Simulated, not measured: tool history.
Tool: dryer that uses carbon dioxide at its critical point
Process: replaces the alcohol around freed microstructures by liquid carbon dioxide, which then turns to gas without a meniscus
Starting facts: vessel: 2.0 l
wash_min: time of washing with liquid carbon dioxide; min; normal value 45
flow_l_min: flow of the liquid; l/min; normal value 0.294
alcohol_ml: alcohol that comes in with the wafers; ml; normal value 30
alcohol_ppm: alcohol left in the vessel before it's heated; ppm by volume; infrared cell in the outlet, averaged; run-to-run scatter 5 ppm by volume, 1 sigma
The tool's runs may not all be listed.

Run 1, hour 0: usual settings. Result: alcohol_ppm 84 ppm by volume.
Run 2, hour 7.7: usual settings. Result: alcohol_ppm 80 ppm by volume.
Run 3, hour 19.7: usual settings. Result: alcohol_ppm 80 ppm by volume.
Run 4, hour 26.6: usual settings but flow_l_min 0.454 l/min. Result: alcohol_ppm 48 ppm by volume.
Run 5, hour 40: usual settings but flow_l_min 0.454 l/min. Result: alcohol_ppm 48 ppm by volume.
Run 6, hour 52.2: usual settings but flow_l_min 0.454 l/min. Result: alcohol_ppm 54 ppm by volume.
Run 7, hour 58.8: usual settings but flow_l_min 0.454 l/min. Result: alcohol_ppm 46 ppm by volume.
Run 8, hour 66.6: usual settings but flow_l_min 0.454 l/min. Result: alcohol_ppm 54 ppm by volume.
Run 9, hour 72.3: usual settings but flow_l_min 0.454 l/min. Result: alcohol_ppm 48 ppm by volume.
Run 10, hour 80.3: usual settings. Result: alcohol_ppm 77 ppm by volume.
Run 11, hour 91.9: usual settings. Result: alcohol_ppm 86 ppm by volume.
Run 12, hour 103.7: usual settings. Result: alcohol_ppm 86 ppm by volume.
Run 13, hour 114.1: usual settings. Result: alcohol_ppm 88 ppm by volume.
Run 14, hour 123.2: usual settings. Result: alcohol_ppm 90 ppm by volume.
Run 15, hour 134.6: usual settings. Result: alcohol_ppm 85 ppm by volume.
Run 16, hour 141.1: usual settings but flow_l_min 0.303 l/min. Result: alcohol_ppm 86 ppm by volume.
Run 17, hour 152.9: usual settings but flow_l_min 0.303 l/min. Result: alcohol_ppm 92 ppm by volume.
Run 18, hour 160.9: usual settings. Result: alcohol_ppm 101 ppm by volume.
Run 19, hour 169.4: usual settings. Result: alcohol_ppm 101 ppm by volume.
Run 20, hour 179.4: usual settings. Result: alcohol_ppm 99 ppm by volume.
Run 21, hour 191.9: usual settings. Result: alcohol_ppm 97 ppm by volume.
Run 22, hour 200.7: usual settings but wash_min 29 min, flow_l_min 0.321 l/min, alcohol_ml 52 ml. Result: alcohol_ppm 456 ppm by volume.
Run 23, hour 212.5: usual settings but flow_l_min 0.205 l/min. Result: alcohol_ppm 296 ppm by volume.
Run 24, hour 226.1: usual settings but wash_min 35 min, flow_l_min 0.25 l/min, alcohol_ml 53 ml. Result: alcohol_ppm 588 ppm by volume.
Run 25, hour 234.6: usual settings but wash_min 43 min, flow_l_min 0.194 l/min, alcohol_ml 61 ml. Result: alcohol_ppm 762 ppm by volume.
Run 26, hour 242.7: usual settings but wash_min 43 min, flow_l_min 0.194 l/min, alcohol_ml 61 ml. Result: alcohol_ppm 787 ppm by volume.
Run 27, hour 248.6: usual settings but wash_min 27 min, flow_l_min 0.237 l/min, alcohol_ml 27 ml. Result: alcohol_ppm 829 ppm by volume.
Run 28, hour 261.8: usual settings but wash_min 30 min, flow_l_min 0.231 l/min, alcohol_ml 54 ml. Result: alcohol_ppm 1290 ppm by volume.
Run 29, hour 269.1: usual settings but wash_min 30 min, flow_l_min 0.231 l/min, alcohol_ml 54 ml. Result: alcohol_ppm 1300 ppm by volume.
Run 30, hour 278.5: usual settings but flow_l_min 0.492 l/min. Result: alcohol_ppm 74 ppm by volume.
Run 31, hour 284.7: usual settings but flow_l_min 0.489 l/min. Result: alcohol_ppm 75 ppm by volume.
Run 32, hour 298.2: usual settings but flow_l_min 0.489 l/min. Result: alcohol_ppm 77 ppm by volume.
Run 33, hour 310: usual settings but flow_l_min 0.489 l/min. Result: alcohol_ppm 74 ppm by volume.
Run 34, hour 322.6: usual settings but wash_min 72 min, flow_l_min 0.444 l/min, alcohol_ml 22 ml. Result: alcohol_ppm 76 ppm by volume.
Run 35, hour 331.4: usual settings but wash_min 72 min, flow_l_min 0.297 l/min, alcohol_ml 28 ml. Result: alcohol_ppm 77 ppm by volume.
Run 36, hour 342.2: usual settings but wash_min 72 min, flow_l_min 0.442 l/min, alcohol_ml 110 ml. Result: alcohol_ppm 81 ppm by volume.
Run 37, hour 347.7: usual settings but wash_min 54 min, flow_l_min 0.337 l/min, alcohol_ml 88 ml. Result: alcohol_ppm 96 ppm by volume.
Run 38, hour 361.2: usual settings but wash_min 28 min, flow_l_min 0.27 l/min, alcohol_ml 26 ml. Result: alcohol_ppm 552 ppm by volume.
Run 39, hour 371.7: usual settings but wash_min 47 min, flow_l_min 0.218 l/min, alcohol_ml 61 ml. Result: alcohol_ppm 414 ppm by volume.
Run 40, hour 380.3: usual settings but wash_min 47 min, flow_l_min 0.241 l/min, alcohol_ml 72 ml. Result: alcohol_ppm 340 ppm by volume.
Run 41, hour 393.5: usual settings but wash_min 47 min, flow_l_min 0.241 l/min, alcohol_ml 72 ml. Result: alcohol_ppm 351 ppm by volume.

Measured minus without-hidden-state, run by run (identical run-to-run variation in each term; gauge scatter may differ):
Hidden state present: flow that reaches the vessel past the clogged filter, %; alcohol in the recycled carbon dioxide, ppm; drift of the gauge itself on alcohol_ppm, %.
run  alcohol_ppm
  1          +47
  2          +47
  3          +47
  4          +42
  5          +44
  6          +45
  7          +45
  8          +47
  9          +48
 10          +55
 11          +59
 12          +58
 13          +60
 14          +62
 15          +63
 16          +60
 17          +64
 18          +67
 19          +69
 20          +70
 21          +73
 22         +170
 23         +125
 24         +210
 25         +258
 26         +268
 27         +235
 28         +374
 29         +383
 30          +66
 31          +66
 32          +67
 33          +67
 34          +70
 35          +70
 36          +72
 37          +82
 38         +228
 39         +216
 40         +199
 41         +202
